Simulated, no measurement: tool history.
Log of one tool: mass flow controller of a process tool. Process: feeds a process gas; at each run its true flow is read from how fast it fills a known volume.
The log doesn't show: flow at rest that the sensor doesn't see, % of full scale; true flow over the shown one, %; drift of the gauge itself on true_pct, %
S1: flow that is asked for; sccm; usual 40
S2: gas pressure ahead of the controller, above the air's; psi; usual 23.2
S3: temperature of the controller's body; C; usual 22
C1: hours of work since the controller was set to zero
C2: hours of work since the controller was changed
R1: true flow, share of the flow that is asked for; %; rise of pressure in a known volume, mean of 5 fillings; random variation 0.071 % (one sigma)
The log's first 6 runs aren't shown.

run    hour  S1    S2  S3    C1     C2     R1
  7    1754  40  27.8  22  1315   7214  97.99
  8    2115  40  27.8  22  1586   7485  97.84
  9  2397.8  40  23.2  22  1798   7697   97.7
 10  2629.8  40  23.2  22  1972   7871  97.65
 11  2806.1  40  30.6  22  2104   8003  98.03
 12  3193.4  40  23.2  22  2394   8293  97.61
 13  3502.1  40  23.2  22  2626   8525   97.6
 14    3854  40  23.2  22  2890   8789   97.6
 15  4114.8  40  23.2  22  3085   8984  97.49
 16  4369.3  40  23.2  22  3276   9175  97.65
 17  4605.1  40  23.2  22  3453   9352   97.6
 18  4878.4  40  23.2  31  3658   9557  97.25
 19  5120.2  40  23.2  22  3839   9738  97.58
     5157.3  -- controller's zero set anew
 20  5309.4  40  23.2  23   114   9879  97.76
 21  5618.1  40  23.2  22   346  10111   97.9
     5782.8  -- controller's zero set anew, once more
 22    6009  40  23.2  22   170  10404  96.12
 23  6313.5  40  23.2  22   398  10632   96.3
 24  6550.6  40  23.2  22   576  10810  96.16
 25  6900.2  11  35.7  28   838  11072  96.34
 26  7247.3  24  33.8  22  1098  11332  96.41
 27    7631  24  33.8  22  1386  11620  96.56
 28  8003.7  24  33.8  22  1665  11899  96.55
 29  8173.8  24  33.8  22  1793  12027  96.66

Run 30 comes next. What will it give?
 30  8352.4  13  22.9  27  1927  12161   ?

{"run 30": {"R1": 96.42}}
Without the tool's hidden state the same run would have given R1 98.42 %.
